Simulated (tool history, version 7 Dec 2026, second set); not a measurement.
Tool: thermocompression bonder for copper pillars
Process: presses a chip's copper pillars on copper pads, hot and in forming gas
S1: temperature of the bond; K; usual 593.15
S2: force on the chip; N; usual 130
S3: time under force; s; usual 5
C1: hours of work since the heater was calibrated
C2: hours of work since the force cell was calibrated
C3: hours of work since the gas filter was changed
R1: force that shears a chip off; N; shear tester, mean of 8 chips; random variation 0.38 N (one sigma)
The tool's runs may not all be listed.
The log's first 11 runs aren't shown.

run	hour	S1	S2	S3	C1	C2	C3	R1
12	66.8	593.15	130	6	328	534	192	55.3
13	72.5	593.15	130	6	333	538	196	56.0
14	80.3	593.15	130	6	338	544	202	56.6
15	84.2	598.15	130	6	341	547	205	59.2
16	88.9	598.15	130	6	345	551	209	59.3
# hour 96.1: forming gas filter changed
17	97.2	598.15	130	6	351	556	1	59.9
18	103.9	598.15	130	6	356	561	6	59.6
19	112.9	598.15	131	13	362	568	12	79.0
20	119.6	564.15	122	8	367	573	17	41.3
21	127.0	564.15	103	4	373	579	23	27.2
22	134.9	593.15	80	5	379	584	29	39.2
23	140.0	593.15	163	7	383	588	33	67.4
24	149.0	618.15	163	7	389	595	39	87.7
25	155.1	618.15	193	3	394	600	44	72.7
26	159.5	587.15	130	5	397	603	47	48.1
27	165.2	587.15	130	5	401	607	52	48.1
28	173.3	616.15	120	5	407	613	58	65.7

The next listed run, before its measurement:
29	181.2	616.15	120	5	413	619	63	?

{"run 29": {"R1": 65.5}}
Without the tool's hidden state the same run would have given R1 65.8 N.

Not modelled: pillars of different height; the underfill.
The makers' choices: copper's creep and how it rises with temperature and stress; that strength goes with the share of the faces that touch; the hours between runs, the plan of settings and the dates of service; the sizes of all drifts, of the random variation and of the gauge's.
